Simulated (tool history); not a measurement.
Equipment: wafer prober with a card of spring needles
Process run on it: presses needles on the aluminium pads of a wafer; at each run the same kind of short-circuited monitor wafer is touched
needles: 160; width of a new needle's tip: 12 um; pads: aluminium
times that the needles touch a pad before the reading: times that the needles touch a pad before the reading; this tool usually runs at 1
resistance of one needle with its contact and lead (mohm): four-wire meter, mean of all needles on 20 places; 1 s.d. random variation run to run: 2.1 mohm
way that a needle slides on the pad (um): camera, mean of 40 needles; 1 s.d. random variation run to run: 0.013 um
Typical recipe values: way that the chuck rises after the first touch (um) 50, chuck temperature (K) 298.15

run    day  way that the chuck rises after the first touch (um)  chuck temperature (K)  times that the needles touch a pad before the reading  resistance of one needle with its contact and lead (mohm)  way that a needle slides on the pad (um)
  1      0                                                   50                 298.15                                                      1                                                        282                                     10.86
     0.379  -- tips cleaned on abrasive film
  2  0.475                                                   50                 298.15                                                      2                                                        253                                      10.9
     0.712  -- height of the first contact set anew
     0.996  -- tips cleaned on abrasive film
  3  1.079                                                   50                 298.15                                                      2                                                        252                                     11.18
  4  1.462                                                   40                 298.15                                                      1                                                        337                                      8.93
     1.592  -- tips cleaned on abrasive film
  5  2.008                                                   50                 298.15                                                      1                                                        297                                     11.17
     2.171  -- tips cleaned on abrasive film
  6  2.538                                                   50                 298.15                                                      1                                                        302                                     11.11
     2.767  -- tips cleaned on abrasive film
  7  3.158                                                   50                 298.15                                                      1                                                        299                                     11.17
     3.383  -- tips cleaned on abrasive film
  8  3.742                                                   50                 298.15                                                      1                                                        296                                     11.14
     3.983  -- tips cleaned on abrasive film
  9  4.071                                                   50                 350.15                                                      1                                                        268                                     11.13
     4.571  -- tips cleaned on abrasive film
 10  4.783                                                   50                 298.15                                                      1                                                        279                                     11.09
     5.179  -- tips cleaned on abrasive film
 11  5.254                                                   50                 298.15                                                      1                                                        253                                      11.1
 12  5.729                                                   50                 298.15                                                      1                                                        311                                     11.08
     5.783  -- tips cleaned on abrasive film
 13  6.042                                                   32                 306.15                                                      2                                                        312                                      7.05
     6.371  -- tips cleaned on abrasive film
 14  6.583                                                   32                 306.15                                                      2                                                        303                                      7.05
      6.95  -- tips cleaned on abrasive film
 15  7.204                                                   53                 298.15                                                      1                                                        279                                     11.73
     7.533  -- tips cleaned on abrasive film
 16  7.646                                                   53                 298.15                                                      1                                                        262                                     11.72
     8.125  -- tips cleaned on abrasive film
 17  8.162                                                   31                 298.15                                                      2                                                        264                                       6.8
 18  8.479                                                   31                 298.15                                                      2                                                        320                                       6.8
     8.742  -- tips cleaned on abrasive film
 19  8.842                                                   31                 306.15                                                      1                                                        301                                       6.8
     9.346  -- tips cleaned on abrasive film
 20    9.4                                                   54                 309.15                                                      3                                                        242                                     11.92
     9.917  -- tips cleaned on abrasive film
 21  9.917                                                   54                 309.15                                                      3                                                        241                                     11.91

Predict each of these 4 candidate next runs independently; none follows another, all start after run 21:
     10.504  -- tips cleaned on abrasive film
  A  10.533                                                   50                 317.15                                                      1                                                          ?                                         ?
     10.504  -- tips cleaned on abrasive film
  B  10.533                                                   54                 354.15                                                      3                                                          ?                                         ?
     10.504  -- tips cleaned on abrasive film
  C  10.533                                                   49                 309.15                                                      3                                                          ?                                         ?
     10.504  -- tips cleaned on abrasive film
  D  10.533                                                   52                 332.15                                                      1                                                          ?                                         ?

run  resistance of one needle with its contact and lead (mohm)  way that a needle slides on the pad (um)
  A                                                        257                                     11.02
  B                                                        253                                     11.91
  C                                                        246                                     10.78
  D                                                        256                                     11.47
Take away the tool's hidden state, keep each run's random variation, and the runs would have read:
run  resistance of one needle with its contact and lead (mohm)  way that a needle slides on the pad (um)
  A                                                        241                                     11.19
  B                                                        248                                     12.08
  C                                                        240                                     10.95
  D                                                        242                                     11.64
